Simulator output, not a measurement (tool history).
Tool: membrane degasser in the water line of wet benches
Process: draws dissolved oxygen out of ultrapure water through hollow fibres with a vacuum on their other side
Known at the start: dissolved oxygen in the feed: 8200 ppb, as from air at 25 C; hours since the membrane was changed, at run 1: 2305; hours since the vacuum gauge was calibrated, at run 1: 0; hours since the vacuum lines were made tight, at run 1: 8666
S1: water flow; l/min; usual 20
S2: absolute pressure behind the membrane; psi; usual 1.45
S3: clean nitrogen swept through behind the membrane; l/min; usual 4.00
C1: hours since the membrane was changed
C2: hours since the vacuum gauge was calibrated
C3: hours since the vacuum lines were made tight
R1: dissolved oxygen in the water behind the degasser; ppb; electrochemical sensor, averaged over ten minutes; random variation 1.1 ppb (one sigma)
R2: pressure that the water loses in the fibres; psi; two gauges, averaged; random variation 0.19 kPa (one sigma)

run,hour,S1,S2,S3,C1,C2,C3,R1,R2
1,0.0,20,1.45,4.00,2305,0,8666,108.3,5.329
2,110.8,20,1.45,4.00,2416,111,8777,108.7,5.297
3,356.9,20,1.45,4.00,2662,357,9023,107.3,5.342
4,471.7,20,1.45,4.00,2777,472,9138,106.7,5.345
5,596.3,20,1.45,4.00,2902,596,9263,106.6,5.346
6,787.8,20,1.45,4.00,3093,788,9454,109.5,5.332
# hour 803.1: vacuum gauge calibrated
7,955.7,20,1.07,4.00,3261,153,9621,76.6,5.381
8,1072.9,16,3.28,4.00,3378,270,9739,201.7,4.282
9,1276.0,20,1.45,2.09,3581,473,9942,181.6,5.349
10,1491.2,20,1.45,2.09,3796,688,10157,180.4,5.384
11,1744.4,20,1.45,2.09,4049,941,10410,183.9,5.403
# hour 1941.9: seals of the vacuum lines changed
# hour 1969.8: vacuum gauge calibrated, once more
12,2005.5,30,2.71,9.61,4308,36,63,237.4,8.087
13,2205.3,20,1.45,6.37,4508,236,263,76.1,5.385

Forecast each of these 4 alternatives for the next run:
A,2355.5,14,2.57,4.00,4658,386,413,?,?
B,2355.5,20,2.77,4.00,4658,386,413,?,?
C,2355.5,20,2.86,8.40,4658,386,413,?,?
D,2355.5,25,1.36,4.00,4658,386,413,?,?

run,R1,R2
A,129.1,3.777
B,218.6,5.406
C,118.6,5.374
D,155.0,6.785
Without the tool's hidden state the same runs would have given:
run,R1,R2
A,127.7,3.661
B,213.9,5.239
C,114.2,5.208
D,145.9,6.575
